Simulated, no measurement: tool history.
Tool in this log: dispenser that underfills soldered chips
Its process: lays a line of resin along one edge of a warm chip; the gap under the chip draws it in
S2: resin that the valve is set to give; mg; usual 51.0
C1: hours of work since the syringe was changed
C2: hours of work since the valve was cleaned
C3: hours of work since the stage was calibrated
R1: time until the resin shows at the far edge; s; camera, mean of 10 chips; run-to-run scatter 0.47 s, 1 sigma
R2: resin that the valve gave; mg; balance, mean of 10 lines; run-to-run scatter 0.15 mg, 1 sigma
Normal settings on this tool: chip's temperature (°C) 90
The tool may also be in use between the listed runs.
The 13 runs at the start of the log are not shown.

{"run": 14, "hour": 44.5, "chip's temperature (°C)": 101, "S2": 51.0, "C1": 2, "C2": 41, "C3": 74, "R1": 26.8, "R2": 49.99}
{"run": 15, "hour": 47.0, "chip's temperature (°C)": 101, "S2": 51.0, "C1": 4, "C2": 43, "C3": 76, "R1": 30.2, "R2": 49.78}
{"run": 16, "hour": 48.9, "chip's temperature (°C)": 101, "S2": 51.0, "C1": 5, "C2": 44, "C3": 77, "R1": 34.8, "R2": 49.9}
{"run": 17, "hour": 51.1, "chip's temperature (°C)": 101, "S2": 51.0, "C1": 7, "C2": 46, "C3": 79, "R1": 38.6, "R2": 49.83}
{"hour": 51.8, "done": "new syringe of resin"}
{"run": 18, "hour": 54.9, "chip's temperature (°C)": 90, "S2": 51.0, "C1": 2, "C2": 48, "C3": 81, "R1": 43.2, "R2": 49.41}
{"run": 19, "hour": 57.6, "chip's temperature (°C)": 90, "S2": 51.0, "C1": 4, "C2": 50, "C3": 83, "R1": 50.9, "R2": 49.37}
{"run": 20, "hour": 60.5, "chip's temperature (°C)": 102, "S2": 59.5, "C1": 6, "C2": 52, "C3": 86, "R1": 35.8, "R2": 57.61}
{"hour": 61.5, "done": "new syringe of resin"}
{"run": 21, "hour": 62.6, "chip's temperature (°C)": 102, "S2": 59.5, "C1": 1, "C2": 53, "C3": 87, "R1": 23.0, "R2": 57.18}
{"run": 22, "hour": 65.9, "chip's temperature (°C)": 102, "S2": 59.5, "C1": 3, "C2": 56, "C3": 89, "R1": 27.0, "R2": 57.87}
{"run": 23, "hour": 68.1, "chip's temperature (°C)": 102, "S2": 59.5, "C1": 5, "C2": 57, "C3": 91, "R1": 31.8, "R2": 57.42}
{"hour": 71.2, "done": "new syringe of resin"}
{"run": 24, "hour": 71.7, "chip's temperature (°C)": 86, "S2": 63.6, "C1": 0, "C2": 60, "C3": 93, "R1": 45.4, "R2": 61.84}
{"hour": 73.6, "done": "dispensing valve cleaned and set on the balance"}
{"run": 25, "hour": 75.7, "chip's temperature (°C)": 86, "S2": 63.6, "C1": 3, "C2": 2, "C3": 95, "R1": 54.8, "R2": 63.67}
{"run": 26, "hour": 78.8, "chip's temperature (°C)": 79, "S2": 59.9, "C1": 5, "C2": 4, "C3": 98, "R1": 87.6, "R2": 59.62}
{"hour": 81.7, "done": "new syringe of resin"}
{"run": 27, "hour": 82.5, "chip's temperature (°C)": 79, "S2": 45.1, "C1": 1, "C2": 6, "C3": 100, "R1": 66.7, "R2": 44.75}
{"run": 28, "hour": 86.8, "chip's temperature (°C)": 79, "S2": 45.1, "C1": 4, "C2": 9, "C3": 103, "R1": 86.6, "R2": 44.97}
{"run": 29, "hour": 89.0, "chip's temperature (°C)": 102, "S2": 54.2, "C1": 5, "C2": 11, "C3": 105, "R1": 33.5, "R2": 53.96}
{"hour": 91.5, "done": "new syringe of resin"}
{"run": 30, "hour": 93.4, "chip's temperature (°C)": 102, "S2": 44.3, "C1": 1, "C2": 14, "C3": 108, "R1": 26.8, "R2": 44.22}
{"run": 31, "hour": 95.4, "chip's temperature (°C)": 78, "S2": 58.7, "C1": 3, "C2": 15, "C3": 109, "R1": 81.9, "R2": 58.01}
{"run": 32, "hour": 99.8, "chip's temperature (°C)": 78, "S2": 58.7, "C1": 6, "C2": 19, "C3": 113, "R1": 105.1, "R2": 58.11}
{"hour": 101.1, "done": "new syringe of resin"}
{"run": 33, "hour": 103.6, "chip's temperature (°C)": 81, "S2": 58.7, "C1": 2, "C2": 21, "C3": 115, "R1": 65.0, "R2": 58.34}
{"run": 34, "hour": 106.2, "chip's temperature (°C)": 81, "S2": 58.7, "C1": 4, "C2": 23, "C3": 117, "R1": 73.9, "R2": 58.08}
{"run": 35, "hour": 110.2, "chip's temperature (°C)": 90, "S2": 63.3, "C1": 7, "C2": 26, "C3": 120, "R1": 60.8, "R2": 62.27}
{"hour": 110.8, "done": "new syringe of resin"}
{"run": 36, "hour": 113.5, "chip's temperature (°C)": 79, "S2": 63.5, "C1": 2, "C2": 28, "C3": 122, "R1": 72.2, "R2": 62.84}

Each row is a separate what-if for the run after 36, all from the same tool condition, not one after another. Results?
{"run": "A", "hour": 116.3, "chip's temperature (°C)": 79, "S2": 59.0, "C1": 4, "C2": 30, "C3": 124, "R1": "?", "R2": "?"}
{"run": "B", "hour": 116.3, "chip's temperature (°C)": 90, "S2": 60.4, "C1": 4, "C2": 30, "C3": 124, "R1": "?", "R2": "?"}
{"run": "C", "hour": 116.3, "chip's temperature (°C)": 91, "S2": 64.4, "C1": 4, "C2": 30, "C3": 124, "R1": "?", "R2": "?"}

run=A R1=83.9 R2=58.33
run=B R1=50.1 R2=59.35
run=C R1=48.3 R2=63.52
Without the tool's hidden state the same runs would have given:
run=A R1=58.8 R2=59.26
run=B R1=35.3 R2=60.30
run=C R1=34.1 R2=64.54

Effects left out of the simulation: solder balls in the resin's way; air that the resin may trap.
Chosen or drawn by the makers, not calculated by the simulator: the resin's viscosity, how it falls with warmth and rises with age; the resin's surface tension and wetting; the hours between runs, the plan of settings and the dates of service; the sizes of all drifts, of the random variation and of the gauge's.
